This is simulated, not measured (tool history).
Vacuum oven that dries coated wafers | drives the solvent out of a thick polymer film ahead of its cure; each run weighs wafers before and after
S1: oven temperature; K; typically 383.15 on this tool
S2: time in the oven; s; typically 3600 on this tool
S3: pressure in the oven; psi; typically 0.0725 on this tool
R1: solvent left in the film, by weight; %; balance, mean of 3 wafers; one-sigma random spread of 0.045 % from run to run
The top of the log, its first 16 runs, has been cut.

{"run": 17, "day": 15.921, "S1": 378.15, "S2": 3600, "S3": 0.0725, "R1": 2.37}
{"run": 18, "day": 17.038, "S1": 369.15, "S2": 3600, "S3": 0.1659, "R1": 5.35}
{"run": 19, "day": 17.862, "S1": 369.15, "S2": 3600, "S3": 0.2036, "R1": 5.63}
{"run": 20, "day": 19.279, "S1": 383.15, "S2": 6420, "S3": 0.1442, "R1": 0.97}
{"run": 21, "day": 19.958, "S1": 383.15, "S2": 2100, "S3": 0.0367, "R1": 3.4}
{"run": 22, "day": 21.004, "S1": 383.15, "S2": 2100, "S3": 0.0367, "R1": 3.56}
{"run": 23, "day": 21.692, "S1": 372.15, "S2": 3600, "S3": 0.0725, "R1": 4.05}
{"run": 24, "day": 22.417, "S1": 382.15, "S2": 3600, "S3": 0.054, "R1": 1.55}
{"run": 25, "day": 23.283, "S1": 382.15, "S2": 3600, "S3": 0.1236, "R1": 1.87}
{"run": 26, "day": 24.004, "S1": 395.15, "S2": 6000, "S3": 0.0725, "R1": 0.32}
{"run": 27, "day": 25.208, "S1": 395.15, "S2": 6000, "S3": 0.0725, "R1": 0.4}

Run 28 comes next. What will it give?
{"run": 28, "day": 25.933, "S1": 395.15, "S2": 6000, "S3": 0.0725, "R1": "?"}

Run 28 produced R1 0.45 %.
Had the tool carried no hidden state, the very same run would have given R1 0.25 %.
